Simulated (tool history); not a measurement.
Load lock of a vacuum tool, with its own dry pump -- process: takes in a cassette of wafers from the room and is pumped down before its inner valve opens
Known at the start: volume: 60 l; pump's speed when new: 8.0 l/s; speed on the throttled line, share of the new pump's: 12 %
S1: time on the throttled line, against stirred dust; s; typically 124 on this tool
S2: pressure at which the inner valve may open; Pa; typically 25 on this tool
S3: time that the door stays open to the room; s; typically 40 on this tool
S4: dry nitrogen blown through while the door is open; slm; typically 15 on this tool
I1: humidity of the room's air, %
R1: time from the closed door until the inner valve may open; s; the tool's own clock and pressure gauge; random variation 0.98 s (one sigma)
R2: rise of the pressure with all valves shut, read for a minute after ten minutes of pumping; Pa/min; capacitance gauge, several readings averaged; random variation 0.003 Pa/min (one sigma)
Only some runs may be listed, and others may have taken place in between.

{"run": 1, "hour": 0.0, "S1": 124, "S2": 25, "S3": 40, "S4": 15, "I1": 45.9, "R1": 172.4, "R2": 0.159}
{"run": 2, "hour": 103.8, "S1": 124, "S2": 25, "S3": 40, "S4": 15, "I1": 42.8, "R1": 173.4, "R2": 0.155}
{"run": 3, "hour": 148.4, "S1": 124, "S2": 25, "S3": 40, "S4": 15, "I1": 46.1, "R1": 173.6, "R2": 0.16}
{"run": 4, "hour": 238.2, "S1": 124, "S2": 25, "S3": 40, "S4": 15, "I1": 45.8, "R1": 175.9, "R2": 0.161}
{"run": 5, "hour": 284.4, "S1": 215, "S2": 25, "S3": 40, "S4": 15, "I1": 46.1, "R1": 253.5, "R2": 0.165}
{"run": 6, "hour": 336.5, "S1": 215, "S2": 25, "S3": 40, "S4": 15, "I1": 43.7, "R1": 251.4, "R2": 0.165}
{"run": 7, "hour": 393.0, "S1": 124, "S2": 28, "S3": 40, "S4": 15, "I1": 45.9, "R1": 172.8, "R2": 0.163}
{"run": 8, "hour": 447.1, "S1": 124, "S2": 25, "S3": 40, "S4": 15, "I1": 48.9, "R1": 173.9, "R2": 0.159}
{"run": 9, "hour": 502.2, "S1": 124, "S2": 25, "S3": 40, "S4": 15, "I1": 45.5, "R1": 175.7, "R2": 0.165}
{"run": 10, "hour": 589.6, "S1": 124, "S2": 25, "S3": 117, "S4": 15, "I1": 42.0, "R1": 173.3, "R2": 0.184}
{"run": 11, "hour": 691.1, "S1": 124, "S2": 25, "S3": 40, "S4": 15, "I1": 42.5, "R1": 173.4, "R2": 0.161}
{"run": 12, "hour": 768.1, "S1": 124, "S2": 25, "S3": 40, "S4": 15, "I1": 48.5, "R1": 175.8, "R2": 0.162}
{"run": 13, "hour": 856.4, "S1": 124, "S2": 25, "S3": 40, "S4": 15, "I1": 45.3, "R1": 175.5, "R2": 0.168}
{"run": 14, "hour": 922.3, "S1": 124, "S2": 25, "S3": 40, "S4": 15, "I1": 44.2, "R1": 175.0, "R2": 0.167}
{"run": 15, "hour": 1007.2, "S1": 124, "S2": 25, "S3": 40, "S4": 15, "I1": 43.8, "R1": 174.6, "R2": 0.171}
{"run": 16, "hour": 1056.9, "S1": 124, "S2": 25, "S3": 40, "S4": 15, "I1": 39.6, "R1": 174.9, "R2": 0.166}
{"run": 17, "hour": 1154.4, "S1": 124, "S2": 33, "S3": 40, "S4": 15, "I1": 42.8, "R1": 172.5, "R2": 0.175}
{"run": 18, "hour": 1209.6, "S1": 124, "S2": 25, "S3": 40, "S4": 15, "I1": 45.2, "R1": 173.9, "R2": 0.174}
{"run": 19, "hour": 1263.6, "S1": 105, "S2": 25, "S3": 40, "S4": 15, "I1": 46.2, "R1": 156.6, "R2": 0.173}
{"run": 20, "hour": 1324.1, "S1": 105, "S2": 25, "S3": 40, "S4": 15, "I1": 46.1, "R1": 156.9, "R2": 0.184}
{"run": 21, "hour": 1379.3, "S1": 195, "S2": 21, "S3": 229, "S4": 15, "I1": 42.1, "R1": 239.0, "R2": 0.207}
{"run": 22, "hour": 1461.3, "S1": 124, "S2": 25, "S3": 149, "S4": 15, "I1": 42.1, "R1": 175.6, "R2": 0.201}
{"run": 23, "hour": 1549.0, "S1": 124, "S2": 25, "S3": 149, "S4": 15, "I1": 41.0, "R1": 174.6, "R2": 0.199}
{"run": 24, "hour": 1648.8, "S1": 124, "S2": 25, "S3": 149, "S4": 15, "I1": 42.3, "R1": 174.7, "R2": 0.203}
{"run": 25, "hour": 1739.6, "S1": 124, "S2": 25, "S3": 149, "S4": 15, "I1": 46.4, "R1": 175.6, "R2": 0.204}
{"run": 26, "hour": 1821.2, "S1": 124, "S2": 25, "S3": 149, "S4": 15, "I1": 45.9, "R1": 175.4, "R2": 0.205}
{"run": 27, "hour": 1876.3, "S1": 124, "S2": 25, "S3": 149, "S4": 15, "I1": 44.5, "R1": 176.7, "R2": 0.208}
{"run": 28, "hour": 1981.6, "S1": 124, "S2": 18, "S3": 149, "S4": 7, "I1": 46.3, "R1": 179.2, "R2": 0.224}
{"run": 29, "hour": 2053.7, "S1": 124, "S2": 18, "S3": 149, "S4": 7, "I1": 43.5, "R1": 177.0, "R2": 0.221}
{"run": 30, "hour": 2149.2, "S1": 124, "S2": 18, "S3": 38, "S4": 8, "I1": 44.5, "R1": 178.2, "R2": 0.195}
{"run": 31, "hour": 2246.1, "S1": 124, "S2": 31, "S3": 58, "S4": 13, "I1": 43.9, "R1": 172.9, "R2": 0.197}
{"run": 32, "hour": 2307.8, "S1": 64, "S2": 31, "S3": 27, "S4": 39, "I1": 45.3, "R1": 120.5, "R2": 0.184}
{"run": 33, "hour": 2373.6, "S1": 64, "S2": 31, "S3": 27, "S4": 39, "I1": 41.8, "R1": 121.1, "R2": 0.189}
{"run": 34, "hour": 2447.2, "S1": 224, "S2": 34, "S3": 187, "S4": 10, "I1": 42.6, "R1": 261.5, "R2": 0.226}
{"run": 35, "hour": 2534.6, "S1": 71, "S2": 19, "S3": 29, "S4": 9, "I1": 48.3, "R1": 131.5, "R2": 0.197}
{"run": 36, "hour": 2600.3, "S1": 104, "S2": 18, "S3": 206, "S4": 6, "I1": 47.1, "R1": 158.9, "R2": 0.241}
{"run": 37, "hour": 2659.3, "S1": 104, "S2": 18, "S3": 206, "S4": 6, "I1": 45.8, "R1": 160.9, "R2": 0.238}

Measured minus without-hidden-state, run by run (identical run-to-run variation in each term; gauge scatter may differ):
Hidden conditions of the tool in this case: pump's speed, % of a new pump's; leak at the door's seal, Pa l/s; drift of the gauge itself on ready_s, %; drift of the gauge itself on rise_pa_min, %.
run=1 R1=+2.1 R2=+0.144
run=2 R1=+2.1 R2=+0.145
run=3 R1=+2.2 R2=+0.148
run=4 R1=+2.3 R2=+0.146
run=5 R1=+1.8 R2=+0.149
run=6 R1=+1.8 R2=+0.148
run=7 R1=+2.3 R2=+0.150
run=8 R1=+2.4 R2=+0.148
run=9 R1=+2.5 R2=+0.151
run=10 R1=+2.4 R2=+0.154
run=11 R1=+2.6 R2=+0.152
run=12 R1=+2.6 R2=+0.153
run=13 R1=+2.6 R2=+0.154
run=14 R1=+2.7 R2=+0.157
run=15 R1=+2.7 R2=+0.160
run=16 R1=+2.8 R2=+0.160
run=17 R1=+2.7 R2=+0.163
run=18 R1=+2.8 R2=+0.162
run=19 R1=+3.2 R2=+0.162
run=20 R1=+3.2 R2=+0.166
run=21 R1=+2.5 R2=+0.167
run=22 R1=+3.0 R2=+0.166
run=23 R1=+3.1 R2=+0.170
run=24 R1=+3.1 R2=+0.168
run=25 R1=+3.2 R2=+0.170
run=26 R1=+3.2 R2=+0.172
run=27 R1=+3.3 R2=+0.175
run=28 R1=+3.5 R2=+0.175
run=29 R1=+3.5 R2=+0.178
run=30 R1=+3.6 R2=+0.180
run=31 R1=+3.4 R2=+0.180
run=32 R1=+3.9 R2=+0.180
run=33 R1=+4.0 R2=+0.183
run=34 R1=+2.6 R2=+0.180
run=35 R1=+4.3 R2=+0.185
run=36 R1=+4.0 R2=+0.182
run=37 R1=+4.1 R2=+0.182

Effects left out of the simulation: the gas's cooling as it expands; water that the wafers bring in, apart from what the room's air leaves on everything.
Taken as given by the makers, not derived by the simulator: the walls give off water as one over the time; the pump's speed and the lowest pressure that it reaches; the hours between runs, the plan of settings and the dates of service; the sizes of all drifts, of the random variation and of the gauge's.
